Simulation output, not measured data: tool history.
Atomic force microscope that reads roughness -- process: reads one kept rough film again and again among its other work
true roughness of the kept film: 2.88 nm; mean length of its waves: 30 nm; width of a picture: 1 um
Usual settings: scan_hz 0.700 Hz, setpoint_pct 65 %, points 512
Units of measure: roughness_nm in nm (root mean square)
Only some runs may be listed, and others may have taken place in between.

run   hour  scan_hz  setpoint_pct  points  roughness_nm
  1    0.0    0.700            65     512         2.477
  2   17.9    0.700            65     512         2.461
  3   34.0    0.700            65     512         2.484
  4   44.0    0.700            65     512         2.491
  5   63.2    0.700            65     512         2.471
  6   84.9    0.700            65     512         2.467
  7   99.5    0.700            65     512         2.484
  8  122.7    0.700            65     512         2.484
  9  133.6    0.700            65     512         2.477
 10  147.3    0.700            65     512         2.473
 11  159.9    0.700            65     313         2.441
 12  170.7    0.700            65     313         2.480
 13  182.9    0.700            65     512         2.467
 14  200.8    0.700            65     512         2.460
 15  216.1    0.700            60     512         2.507
 16  236.8    1.807            65     512         2.357
 17  256.5    1.807            65     512         2.347

Run 18 comes next. What will it give?
 18  275.4    1.807            65     512             ?

For run 18 the tool returned roughness_nm 2.378 nm (root mean square).
Minus the tool's unlogged condition, the same run would have read roughness_nm 2.384 nm (root mean square).
